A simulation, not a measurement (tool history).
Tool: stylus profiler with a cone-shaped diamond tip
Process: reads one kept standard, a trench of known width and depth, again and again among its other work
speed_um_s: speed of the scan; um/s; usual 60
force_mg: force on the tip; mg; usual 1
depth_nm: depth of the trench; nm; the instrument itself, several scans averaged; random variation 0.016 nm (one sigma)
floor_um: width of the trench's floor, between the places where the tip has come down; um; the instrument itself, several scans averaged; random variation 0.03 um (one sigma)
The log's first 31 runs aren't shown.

Run 32, day 71.338: usual settings but speed_um_s 23 um/s, force_mg 0.39 mg. Result: depth_nm 100.6 nm, floor_um 16.42 um.
Run 33, day 73.183: usual settings but speed_um_s 23 um/s, force_mg 0.39 mg. Result: depth_nm 100.62 nm, floor_um 16.4 um.
Run 34, day 74.612: usual settings but speed_um_s 23 um/s, force_mg 0.39 mg. Result: depth_nm 100.6 nm, floor_um 16.37 um.
Run 35, day 77.354: usual settings but force_mg 0.65 mg. Result: depth_nm 100.79 nm, floor_um 16.22 um.
Run 36, day 78.971: usual settings but force_mg 0.65 mg. Result: depth_nm 100.82 nm, floor_um 16.24 um.
Run 37, day 80.412: usual settings but speed_um_s 21 um/s, force_mg 1.75 mg. Result: depth_nm 101.37 nm, floor_um 16.37 um.
Run 38, day 81.808: usual settings but speed_um_s 158 um/s, force_mg 1.75 mg. Result: depth_nm 101.35 nm, floor_um 16.03 um.
At day 82.271: height scale calibrated on a step standard, once more.
Run 39, day 83.762: usual settings but speed_um_s 33 um/s, force_mg 0.9 mg. Result: depth_nm 100.73 nm, floor_um 16.31 um.
At day 85.9: new tip fitted, height scale calibrated.
Run 40, day 86.521: usual settings but speed_um_s 81 um/s, force_mg 1.33 mg. Result: depth_nm 100.94 nm, floor_um 17.72 um.
Run 41, day 88.104: usual settings but speed_um_s 235 um/s, force_mg 0.84 mg. Result: depth_nm 100.72 nm, floor_um 17.07 um.
Run 42, day 90.046: usual settings but speed_um_s 33 um/s, force_mg 2.55 mg. Result: depth_nm 101.47 nm, floor_um 17.9 um.
Run 43, day 91.9: usual settings but force_mg 0.45 mg. Result: depth_nm 100.45 nm, floor_um 17.56 um.
Run 44, day 93.854: usual settings but force_mg 0.45 mg. Result: depth_nm 100.48 nm, floor_um 17.57 um.

5 ways to go on from here, each from the tool as it stands after run 44. What would each give?
Run A, day 97.088: usual settings but speed_um_s 209 um/s. Result: depth_nm ?, floor_um ?.
Run B, day 97.088: usual settings but speed_um_s 115 um/s, force_mg 0.51 mg. Result: depth_nm ?, floor_um ?.
Run C, day 97.088: usual settings but force_mg 0.63 mg. Result: depth_nm ?, floor_um ?.
Run D, day 97.088: usual settings but speed_um_s 23 um/s, force_mg 0.35 mg. Result: depth_nm ?, floor_um ?.
Run E, day 97.088: usual settings but speed_um_s 16 um/s, force_mg 0.35 mg. Result: depth_nm ?, floor_um ?.

run  depth_nm  floor_um
  A     100.8     17.11
  B    100.49     17.22
  C    100.62     17.52
  D    100.42     17.69
  E    100.41     17.74
Without the tool's hidden state the same runs would have given:
run  depth_nm  floor_um
  A    100.79     17.34
  B    100.48     17.45
  C    100.61     17.75
  D    100.41     17.92
  E     100.4     17.97

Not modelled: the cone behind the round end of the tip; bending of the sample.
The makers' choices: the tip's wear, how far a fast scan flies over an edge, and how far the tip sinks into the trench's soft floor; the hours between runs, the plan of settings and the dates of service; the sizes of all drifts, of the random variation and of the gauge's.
